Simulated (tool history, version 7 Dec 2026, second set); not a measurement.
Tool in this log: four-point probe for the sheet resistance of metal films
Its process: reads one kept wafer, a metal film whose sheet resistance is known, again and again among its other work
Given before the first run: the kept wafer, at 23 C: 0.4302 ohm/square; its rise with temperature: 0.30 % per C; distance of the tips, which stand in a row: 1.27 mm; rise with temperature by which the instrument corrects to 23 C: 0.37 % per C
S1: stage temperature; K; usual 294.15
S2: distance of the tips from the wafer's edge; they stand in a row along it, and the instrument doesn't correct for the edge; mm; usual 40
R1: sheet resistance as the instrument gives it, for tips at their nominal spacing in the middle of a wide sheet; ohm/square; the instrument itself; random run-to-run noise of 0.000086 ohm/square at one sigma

run,hour,S1,S2,R1
1,0,294.15,40,0.431376
2,43.1,294.15,40,0.431452
3,132.8,294.15,40,0.431489
4,174.6,294.15,40,0.431728
5,266.1,294.15,40,0.431508
# hour 316.4: stage's thermometer calibrated
6,316.4,294.15,40,0.431118
7,379.3,294.15,8,0.436838
8,439.2,294.15,8,0.436764
9,534.2,294.15,40,0.431428
10,607.7,294.15,40,0.431484
11,649.8,294.15,40,0.431283
12,702.4,294.15,40,0.431457
# hour 710.3: stage's thermometer calibrated, once more
13,795,294.15,40,0.433102
14,870.5,306.15,40,0.42969
15,929.4,306.15,40,0.429695
16,998.5,306.15,40,0.429828
17,1093.3,294.15,40,0.433284
18,1170.2,294.15,40,0.43324
19,1236.1,304.15,8,0.43601
20,1331.6,304.15,8,0.436055
21,1385.7,303.15,72,0.430598

Expected results for the next run?
22,1465.3,302.15,72,?

R1: 0.430955 ohm/square
Minus the tool's unlogged condition, the same run would have read R1 0.428602 ohm/square.

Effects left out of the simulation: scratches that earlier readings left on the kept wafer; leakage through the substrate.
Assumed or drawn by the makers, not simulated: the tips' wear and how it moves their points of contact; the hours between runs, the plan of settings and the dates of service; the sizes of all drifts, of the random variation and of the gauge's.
